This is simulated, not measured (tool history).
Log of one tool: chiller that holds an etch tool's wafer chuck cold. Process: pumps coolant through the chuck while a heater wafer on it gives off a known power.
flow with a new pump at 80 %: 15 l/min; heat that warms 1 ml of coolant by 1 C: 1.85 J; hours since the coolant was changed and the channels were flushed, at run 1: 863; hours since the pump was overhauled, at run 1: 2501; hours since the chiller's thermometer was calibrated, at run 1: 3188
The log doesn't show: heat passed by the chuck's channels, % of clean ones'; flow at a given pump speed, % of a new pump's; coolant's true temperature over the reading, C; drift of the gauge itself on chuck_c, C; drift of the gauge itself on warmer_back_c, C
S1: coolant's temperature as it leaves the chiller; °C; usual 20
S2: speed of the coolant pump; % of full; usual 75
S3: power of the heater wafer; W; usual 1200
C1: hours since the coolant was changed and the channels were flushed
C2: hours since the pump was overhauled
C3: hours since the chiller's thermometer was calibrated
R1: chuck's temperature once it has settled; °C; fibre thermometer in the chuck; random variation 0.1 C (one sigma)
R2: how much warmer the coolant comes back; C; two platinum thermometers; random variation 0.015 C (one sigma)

run 1 hour=0.0 | S1=20 S2=75 S3=1200 | C1=863 C2=2501 C3=3188 | R1=34.8 R2=2.85
run 2 hour=85.6 | S1=20 S2=75 S3=1200 | C1=949 C2=2586 C3=3274 | R1=35.0 R2=2.86
run 3 hour=188.0 | S1=12 S2=75 S3=1200 | C1=1051 C2=2689 C3=3376 | R1=27.1 R2=2.89
run 4 hour=282.5 | S1=20 S2=75 S3=1200 | C1=1146 C2=2783 C3=3471 | R1=35.2 R2=2.89
run 5 hour=400.8 | S1=20 S2=75 S3=1200 | C1=1264 C2=2902 C3=3589 | R1=35.3 R2=2.86
run 6 hour=515.7 | S1=20 S2=75 S3=877 | C1=1379 C2=3016 C3=3704 | R1=31.2 R2=2.13
run 7 hour=646.6 | S1=20 S2=75 S3=877 | C1=1510 C2=3147 C3=3835 | R1=31.4 R2=2.13
run 8 hour=766.5 | S1=20 S2=75 S3=877 | C1=1630 C2=3267 C3=3955 | R1=31.6 R2=2.12
run 9 hour=904.7 | S1=20 S2=75 S3=877 | C1=1768 C2=3405 C3=4093 | R1=31.7 R2=2.10
run 10 hour=1015.6 | S1=22 S2=76 S3=877 | C1=1879 C2=3516 C3=4204 | R1=33.7 R2=2.09
run 11 hour=1138.3 | S1=22 S2=76 S3=877 | C1=2002 C2=3639 C3=4326 | R1=33.7 R2=2.10
run 12 hour=1230.3 | S1=25 S2=75 S3=1200 | C1=2094 C2=3731 C3=4418 | R1=41.1 R2=2.90

Forecast run 13:
run 13 hour=1341.5 | S1=25 S2=75 S3=1200 | C1=2205 C2=3842 C3=4530 | R1=? R2=?

R1: 41.2 °C
R2: 2.91 C
Without the tool's hidden state the same run would have given R1 38.5 °C, R2 2.76 C.

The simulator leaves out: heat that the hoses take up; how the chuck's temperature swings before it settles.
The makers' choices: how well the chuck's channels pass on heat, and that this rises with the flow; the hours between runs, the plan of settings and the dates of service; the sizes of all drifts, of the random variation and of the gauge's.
